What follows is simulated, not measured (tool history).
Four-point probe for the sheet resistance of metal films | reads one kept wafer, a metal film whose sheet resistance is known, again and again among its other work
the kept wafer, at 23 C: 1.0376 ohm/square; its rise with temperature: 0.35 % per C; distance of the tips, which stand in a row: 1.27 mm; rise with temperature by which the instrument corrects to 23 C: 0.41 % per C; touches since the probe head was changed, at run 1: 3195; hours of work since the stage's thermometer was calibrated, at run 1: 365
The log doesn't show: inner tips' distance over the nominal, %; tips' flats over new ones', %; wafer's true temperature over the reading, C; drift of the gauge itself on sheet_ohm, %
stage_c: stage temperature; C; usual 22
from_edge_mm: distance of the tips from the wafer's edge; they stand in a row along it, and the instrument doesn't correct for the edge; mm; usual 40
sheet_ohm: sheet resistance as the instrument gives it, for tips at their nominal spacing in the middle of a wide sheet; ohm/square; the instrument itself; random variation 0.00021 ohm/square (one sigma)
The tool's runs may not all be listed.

run,hour,stage_c,from_edge_mm,touches since the probe head was changed,hours of work since the stage's thermometer was calibrated,sheet_ohm
1,0.0,22,40,3195,365,1.036931
2,12.2,22,40,3545,371,1.036863
3,21.3,22,40,3806,376,1.036655
4,35.7,22,6,4218,383,1.060794
5,46.2,20,40,4519,389,1.037737
6,63.6,20,40,5016,398,1.037755
7,76.2,20,40,5377,404,1.038081
8,84.7,20,40,5621,408,1.038046
9,92.8,22,26,5851,413,1.037536
10,109.2,22,26,6321,421,1.037611
11,123.7,22,40,6736,428,1.037114
12,131.5,28,40,6961,432,1.033452
13,142.3,28,40,7269,438,1.032937
14,151.7,28,40,7537,443,1.033851
15,170.4,28,73,8074,452,1.032914
16,188.5,22,73,8592,461,1.036524
17,200.6,22,73,8938,468,1.036760
18,219.3,22,73,9475,477,1.036423
19,233.6,22,73,9884,484,1.036855
20,249.9,22,73,10350,493,1.036698
21,258.8,26,40,10606,497,1.034992
22,268.1,19,40,10870,502,1.038783
23,279.0,22,69,11182,508,1.036832
24,298.0,32,4,11726,517,1.084314
25,310.1,22,11,12074,524,1.044010
26,318.3,25,17,12307,528,1.038003

Run 27 comes next. What will it give?
27,326.5,32,19,12541,532,?

{"run 27": {"sheet_ohm": 1.033614}}
Without the tool's hidden state the same run would have given sheet_ohm 1.035136 ohm/square.

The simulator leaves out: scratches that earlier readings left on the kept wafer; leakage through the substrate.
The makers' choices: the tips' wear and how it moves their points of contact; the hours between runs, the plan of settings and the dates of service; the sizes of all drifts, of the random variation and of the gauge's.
